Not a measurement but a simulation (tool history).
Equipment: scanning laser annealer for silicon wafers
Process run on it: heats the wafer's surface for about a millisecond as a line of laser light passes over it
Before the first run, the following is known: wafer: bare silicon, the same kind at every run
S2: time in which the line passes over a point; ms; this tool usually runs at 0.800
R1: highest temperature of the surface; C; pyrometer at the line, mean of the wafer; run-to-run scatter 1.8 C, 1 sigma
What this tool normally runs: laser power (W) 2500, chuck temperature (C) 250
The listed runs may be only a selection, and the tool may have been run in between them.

run 1 day=0.000 | laser_power_(W)=2500 S2=0.800 chuck_temperature_(C)=250 | R1=959
run 2 day=1.133 | laser_power_(W)=2500 S2=0.800 chuck_temperature_(C)=250 | R1=958
run 3 day=2.575 | laser_power_(W)=2500 S2=0.800 chuck_temperature_(C)=250 | R1=959
run 4 day=3.538 | laser_power_(W)=2500 S2=0.800 chuck_temperature_(C)=250 | R1=956
-- day=3.721 laser's power meter calibrated
run 5 day=4.879 | laser_power_(W)=2500 S2=0.800 chuck_temperature_(C)=250 | R1=958
run 6 day=5.808 | laser_power_(W)=2500 S2=0.800 chuck_temperature_(C)=250 | R1=952
run 7 day=6.404 | laser_power_(W)=2500 S2=0.800 chuck_temperature_(C)=250 | R1=956
run 8 day=7.871 | laser_power_(W)=2500 S2=0.800 chuck_temperature_(C)=250 | R1=952
run 9 day=8.979 | laser_power_(W)=2500 S2=0.800 chuck_temperature_(C)=250 | R1=954
run 10 day=9.571 | laser_power_(W)=2305 S2=0.800 chuck_temperature_(C)=225 | R1=853
run 11 day=10.712 | laser_power_(W)=2655 S2=0.813 chuck_temperature_(C)=250 | R1=1013
run 12 day=11.400 | laser_power_(W)=2500 S2=0.800 chuck_temperature_(C)=248 | R1=948

Consider 4 possible next runs. They are alternatives, not a sequence: every one starts from the tool as it was left by run 12. What does each give?
-- day=12.121 laser's power meter calibrated, once more
run A day=12.496 | laser_power_(W)=2500 S2=0.760 chuck_temperature_(C)=286 | R1=?
-- day=12.121 laser's power meter calibrated, once more
run B day=12.496 | laser_power_(W)=2500 S2=0.686 chuck_temperature_(C)=250 | R1=?
-- day=12.121 laser's power meter calibrated, once more
run C day=12.496 | laser_power_(W)=2204 S2=0.674 chuck_temperature_(C)=254 | R1=?
-- day=12.121 laser's power meter calibrated, once more
run D day=12.496 | laser_power_(W)=2356 S2=0.800 chuck_temperature_(C)=254 | R1=?

run=A R1=966
run=B R1=899
run=C R1=799
run=D R1=899
Without the tool's unlogged condition, the same runs would have read:
run=A R1=992
run=B R1=924
run=C R1=820
run=D R1=924
